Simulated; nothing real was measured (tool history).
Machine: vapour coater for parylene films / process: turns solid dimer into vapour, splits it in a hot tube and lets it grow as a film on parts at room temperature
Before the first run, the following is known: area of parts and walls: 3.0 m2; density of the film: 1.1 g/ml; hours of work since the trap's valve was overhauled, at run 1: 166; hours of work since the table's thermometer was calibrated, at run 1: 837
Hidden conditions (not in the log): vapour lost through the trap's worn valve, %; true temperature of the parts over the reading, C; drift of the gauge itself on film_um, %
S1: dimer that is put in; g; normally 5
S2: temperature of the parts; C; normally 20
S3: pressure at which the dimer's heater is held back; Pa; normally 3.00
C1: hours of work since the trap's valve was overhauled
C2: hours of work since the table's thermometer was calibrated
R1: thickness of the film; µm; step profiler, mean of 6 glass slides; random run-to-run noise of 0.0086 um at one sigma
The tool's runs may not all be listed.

| run | hour | S1 | S2 | S3 | C1 | C2 | R1 |
|---|---|---|---|---|---|---|---|
| 1 | 0.0 | 5 | 20 | 3.00 | 166 | 837 | 1.178 |
| 2 | 24.4 | 4 | 20 | 3.00 | 185 | 856 | 0.941 |
| 3 | 51.4 | 4 | 20 | 3.00 | 205 | 876 | 0.948 |
| 4 | 77.8 | 4 | 20 | 3.00 | 226 | 897 | 0.945 |
|  | 94.1 | trap's valve overhauled |
| 5 | 114.8 | 4 | 20 | 3.00 | 16 | 922 | 0.947 |
| 6 | 143.9 | 4 | 20 | 3.00 | 38 | 944 | 0.945 |
| 7 | 162.1 | 4 | 20 | 3.00 | 52 | 958 | 0.945 |
| 8 | 199.8 | 4 | 20 | 3.00 | 81 | 987 | 0.957 |
| 9 | 223.1 | 5 | 20 | 3.00 | 99 | 1004 | 1.191 |
| 10 | 261.3 | 5 | 20 | 4.61 | 128 | 1034 | 1.080 |
| 11 | 290.9 | 5 | 20 | 4.61 | 150 | 1056 | 1.091 |
| 12 | 319.6 | 5 | 20 | 4.61 | 172 | 1078 | 1.095 |
| 13 | 338.7 | 5 | 20 | 4.61 | 187 | 1093 | 1.080 |
| 14 | 369.2 | 5 | 20 | 4.61 | 210 | 1116 | 1.095 |
| 15 | 395.9 | 5 | 20 | 4.61 | 231 | 1137 | 1.082 |
|  | 406.4 | trap's valve overhauled |
| 16 | 442.4 | 5 | 20 | 4.61 | 28 | 1169 | 1.087 |
| 17 | 463.5 | 5 | 20 | 3.00 | 44 | 1185 | 1.191 |
| 18 | 499.9 | 5 | 20 | 3.00 | 71 | 1213 | 1.190 |
| 19 | 537.0 | 5 | 20 | 3.00 | 100 | 1241 | 1.203 |
| 20 | 559.6 | 5 | 17 | 3.00 | 117 | 1259 | 1.236 |
| 21 | 579.2 | 5 | 20 | 2.47 | 132 | 1273 | 1.225 |
| 22 | 620.5 | 5 | 20 | 2.47 | 164 | 1305 | 1.235 |
| 23 | 640.0 | 5 | 25 | 2.47 | 178 | 1320 | 1.138 |
| 24 | 679.2 | 5 | 25 | 2.47 | 208 | 1350 | 1.135 |
| 25 | 707.7 | 4 | 29 | 2.19 | 230 | 1372 | 0.882 |
|  | 717.4 | trap's valve overhauled |
| 26 | 753.3 | 4 | 29 | 2.19 | 27 | 1403 | 0.873 |
| 27 | 785.6 | 5 | 20 | 10.61 | 52 | 1428 | 0.922 |
| 28 | 808.6 | 7 | 25 | 11.67 | 70 | 1446 | 1.162 |
| 29 | 836.7 | 3 | 20 | 11.58 | 91 | 1467 | 0.532 |
| 30 | 872.6 | 3 | 20 | 11.58 | 119 | 1495 | 0.540 |
| 31 | 903.8 | 7 | 23 | 2.53 | 142 | 1518 | 1.638 |
| 32 | 926.7 | 7 | 19 | 11.42 | 160 | 1536 | 1.280 |
| 33 | 966.2 | 5 | 30 | 3.91 | 190 | 1566 | 0.953 |
| 34 | 990.4 | 5 | 30 | 3.91 | 209 | 1585 | 0.958 |
|  | 1028.4 | trap's valve overhauled |
| 35 | 1031.8 | 6 | 29 | 2.52 | 3 | 1613 | 1.275 |
| 36 | 1054.9 | 6 | 29 | 2.52 | 20 | 1631 | 1.263 |
| 37 | 1089.9 | 5 | 25 | 7.66 | 47 | 1658 | 0.895 |
| 38 | 1111.0 | 5 | 25 | 7.66 | 63 | 1674 | 0.901 |
| 39 | 1129.0 | 2 | 20 | 11.66 | 77 | 1687 | 0.368 |
| 40 | 1168.6 | 2 | 20 | 11.66 | 107 | 1718 | 0.355 |
| 41 | 1199.3 | 2 | 20 | 11.66 | 131 | 1741 | 0.369 |
| 42 | 1224.2 | 5 | 19 | 3.00 | 150 | 1760 | 1.206 |
| 43 | 1260.0 | 5 | 19 | 3.00 | 177 | 1788 | 1.188 |
| 44 | 1300.9 | 5 | 24 | 7.81 | 208 | 1819 | 0.927 |
| 45 | 1320.5 | 5 | 20 | 3.02 | 223 | 1834 | 1.176 |

3 options for the next run, each taken on its own from the tool as it stands now. Forecast them:
|  | 1338.6 | trap's valve overhauled |
| A | 1366.0 | 5 | 18 | 11.12 | 21 | 1866 | ? |
|  | 1338.6 | trap's valve overhauled |
| B | 1366.0 | 3 | 24 | 3.00 | 21 | 1866 | ? |
|  | 1338.6 | trap's valve overhauled |
| C | 1366.0 | 3 | 30 | 3.02 | 21 | 1866 | ? |

| run | R1 |
|---|---|
| A | 0.948 |
| B | 0.667 |
| C | 0.596 |
With no hidden state in the tool, these same runs would have given:
| run | R1 |
|---|---|
| A | 0.948 |
| B | 0.667 |
| C | 0.597 |
